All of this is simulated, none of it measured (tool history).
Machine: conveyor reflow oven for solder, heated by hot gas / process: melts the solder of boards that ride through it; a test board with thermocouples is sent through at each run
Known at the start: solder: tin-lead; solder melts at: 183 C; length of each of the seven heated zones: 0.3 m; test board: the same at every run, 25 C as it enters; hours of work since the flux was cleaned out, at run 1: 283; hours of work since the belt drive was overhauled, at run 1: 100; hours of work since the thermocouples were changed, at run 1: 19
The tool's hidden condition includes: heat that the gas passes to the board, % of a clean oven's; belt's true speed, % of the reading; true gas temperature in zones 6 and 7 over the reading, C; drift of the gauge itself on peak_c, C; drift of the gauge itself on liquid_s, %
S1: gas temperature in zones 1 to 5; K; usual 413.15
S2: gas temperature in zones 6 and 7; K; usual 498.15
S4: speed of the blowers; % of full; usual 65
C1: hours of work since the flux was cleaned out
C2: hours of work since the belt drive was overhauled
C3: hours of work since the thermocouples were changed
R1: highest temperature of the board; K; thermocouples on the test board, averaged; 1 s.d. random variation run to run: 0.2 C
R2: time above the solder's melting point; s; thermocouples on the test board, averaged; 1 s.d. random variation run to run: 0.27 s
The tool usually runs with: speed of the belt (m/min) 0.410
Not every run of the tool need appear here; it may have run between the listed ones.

run 1 hour=0.0 | S1=413.15 S2=498.15 speed_of_the_belt_(m/min)=0.410 S4=65 | C1=283 C2=100 C3=19 | R1=477.65 R2=50.9
run 2 hour=10.0 | S1=413.15 S2=498.15 speed_of_the_belt_(m/min)=0.410 S4=65 | C1=290 C2=107 C3=26 | R1=477.85 R2=51.6
run 3 hour=20.2 | S1=413.15 S2=498.15 speed_of_the_belt_(m/min)=0.410 S4=65 | C1=296 C2=114 C3=33 | R1=477.85 R2=51.4
run 4 hour=42.0 | S1=413.15 S2=497.15 speed_of_the_belt_(m/min)=0.410 S4=65 | C1=311 C2=128 C3=47 | R1=476.75 R2=50.1
run 5 hour=51.5 | S1=413.15 S2=497.15 speed_of_the_belt_(m/min)=0.410 S4=65 | C1=317 C2=135 C3=54 | R1=476.65 R2=50.0
run 6 hour=71.6 | S1=413.15 S2=488.15 speed_of_the_belt_(m/min)=0.410 S4=65 | C1=331 C2=148 C3=67 | R1=469.65 R2=37.8
run 7 hour=80.8 | S1=418.15 S2=488.15 speed_of_the_belt_(m/min)=0.445 S4=83 | C1=337 C2=154 C3=73 | R1=472.35 R2=42.5
run 8 hour=96.5 | S1=418.15 S2=488.15 speed_of_the_belt_(m/min)=0.445 S4=83 | C1=347 C2=165 C3=84 | R1=472.35 R2=42.1
run 9 hour=114.5 | S1=413.15 S2=490.15 speed_of_the_belt_(m/min)=0.428 S4=55 | C1=360 C2=177 C3=96 | R1=466.55 R2=28.3
run 10 hour=136.7 | S1=413.15 S2=490.15 speed_of_the_belt_(m/min)=0.404 S4=55 | C1=374 C2=192 C3=111 | R1=468.55 R2=35.2

What if the next run were any one of these 3? Each begins from the tool's condition after run 10:
run A hour=159.0 | S1=427.15 S2=491.15 speed_of_the_belt_(m/min)=0.404 S4=55 | C1=389 C2=207 C3=126 | R1=? R2=?
run B hour=159.0 | S1=413.15 S2=490.15 speed_of_the_belt_(m/min)=0.429 S4=71 | C1=389 C2=207 C3=126 | R1=? R2=?
run C hour=159.0 | S1=413.15 S2=497.15 speed_of_the_belt_(m/min)=0.451 S4=65 | C1=389 C2=207 C3=126 | R1=? R2=?

run=A R1=473.05 R2=51.1
run=B R1=470.85 R2=38.9
run=C R1=472.85 R2=38.6
Stripped of hidden state, with their random variation kept, the same runs would have yielded:
run=A R1=474.55 R2=54.6
run=B R1=473.15 R2=43.6
run=C R1=475.35 R2=43.0

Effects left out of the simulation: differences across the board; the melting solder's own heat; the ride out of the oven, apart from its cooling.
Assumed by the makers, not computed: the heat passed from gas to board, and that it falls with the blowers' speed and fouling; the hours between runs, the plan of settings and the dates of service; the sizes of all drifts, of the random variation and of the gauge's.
